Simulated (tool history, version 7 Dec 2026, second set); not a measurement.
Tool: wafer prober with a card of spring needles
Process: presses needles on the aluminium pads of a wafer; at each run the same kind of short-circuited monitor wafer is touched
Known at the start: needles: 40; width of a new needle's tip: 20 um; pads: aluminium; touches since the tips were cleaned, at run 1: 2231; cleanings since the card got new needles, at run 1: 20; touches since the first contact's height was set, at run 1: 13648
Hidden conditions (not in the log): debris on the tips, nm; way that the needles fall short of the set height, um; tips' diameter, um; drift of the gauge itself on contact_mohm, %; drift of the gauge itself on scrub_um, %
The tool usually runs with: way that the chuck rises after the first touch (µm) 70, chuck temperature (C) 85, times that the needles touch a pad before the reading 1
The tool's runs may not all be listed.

run,day,way that the chuck rises after the first touch (µm),chuck temperature (C),times that the needles touch a pad before the reading,touches since the tips were cleaned,cleanings since the card got new needles,touches since the first contact's height was set,resistance of one needle with its contact and lead (mohm),way that a needle slides on the pad (µm)
1,0,70,85,1,2231,20,13648,170,10.23
2,0.479,70,85,1,4745,20,16162,166,10.3
# day 0.675: tips cleaned on abrasive film
3,0.858,70,85,1,972,21,18144,167,10.26
4,1.358,70,85,1,3596,21,20768,173,10.32
5,1.7,70,85,1,5385,21,22557,168,10.24
# day 1.792: tips cleaned on abrasive film
6,2.354,70,85,1,2962,22,25980,168,10.3
# day 2.892: tips cleaned on abrasive film
7,3,70,85,1,569,23,29354,168,10.34
8,3.654,74,85,1,4016,23,32801,168,10.91
# day 3.979: tips cleaned on abrasive film
9,4.308,74,85,1,1735,24,36231,164,10.94
10,4.725,55,85,1,3915,24,38411,173,8.13
# day 5.096: tips cleaned on abrasive film
11,5.204,55,85,1,573,25,40910,172,8.11
12,5.621,55,85,1,2771,25,43108,172,8.16
13,5.967,70,85,1,4573,25,44910,166,10.35
# day 6.196: tips cleaned on abrasive film
14,6.567,70,85,1,1965,26,48063,167,10.36
15,7.179,70,85,1,5181,26,51279,173,10.37
# day 7.296: tips cleaned on abrasive film
16,7.621,70,55,1,1714,27,53571,164,10.39
17,7.979,70,61,1,3599,27,55456,166,10.38
# day 8.412: tips cleaned on abrasive film
18,8.446,70,85,1,182,28,57892,170,10.36
19,9.083,78,85,2,3529,28,61239,164,11.55
# day 9.517: tips cleaned on abrasive film
20,9.688,54,85,1,915,29,64412,174,8.02
21,10.042,54,85,1,2771,29,66268,172,8
22,10.467,54,85,1,5011,29,68508,173,8.04
# day 10.646: tips cleaned on abrasive film
23,11.046,66,77,1,2090,30,71516,168,9.85
24,11.696,66,77,1,5517,30,74943,167,9.86
# day 11.738: tips cleaned on abrasive film
25,12.342,58,85,2,3174,31,78317,171,8.67
26,12.783,68,85,1,5507,31,80650,168,10.16
# day 12.879: tips cleaned on abrasive film
27,13.146,50,37,2,1415,32,82528,166,7.46
28,13.6,62,56,1,3806,32,84919,169,9.31
# day 13.979: tips cleaned on abrasive film
29,14.079,70,85,2,518,33,87408,166,10.47
30,14.429,70,85,3,2370,33,89260,169,10.51
31,14.958,52,66,2,5156,33,92046,171,7.81
# day 15.083: tips cleaned on abrasive film
32,15.55,52,84,3,2463,34,95131,176,7.82
33,16.112,59,55,1,5427,34,98095,164,8.84
# day 16.217: tips cleaned on abrasive film
34,16.429,59,55,1,1121,35,99721,165,8.87
# day 16.912: gauge calibrated
35,17.046,70,48,1,4379,35,102979,162,10.27

Measured result minus the same run's result without the hidden state. Both carry the same run-to-run variation, though not necessarily the same gauge scatter:
run,way that a needle slides on the pad (µm)
1,+0
2,+0.01
3,+0.01
4,+0.03
5,+0.03
6,+0.04
7,+0.05
8,+0.06
9,+0.08
10,+0.07
11,+0.07
12,+0.07
13,+0.1
14,+0.11
15,+0.12
16,+0.13
17,+0.14
18,+0.14
19,+0.17
20,+0.13
21,+0.13
22,+0.13
23,+0.17
24,+0.19
25,+0.18
26,+0.21
27,+0.16
28,+0.21
29,+0.24
30,+0.25
31,+0.19
32,+0.19
33,+0.23
34,+0.24
35,+0
resistance of one needle with its contact and lead (mohm): differs from the measured result by no more than 1 in any run.

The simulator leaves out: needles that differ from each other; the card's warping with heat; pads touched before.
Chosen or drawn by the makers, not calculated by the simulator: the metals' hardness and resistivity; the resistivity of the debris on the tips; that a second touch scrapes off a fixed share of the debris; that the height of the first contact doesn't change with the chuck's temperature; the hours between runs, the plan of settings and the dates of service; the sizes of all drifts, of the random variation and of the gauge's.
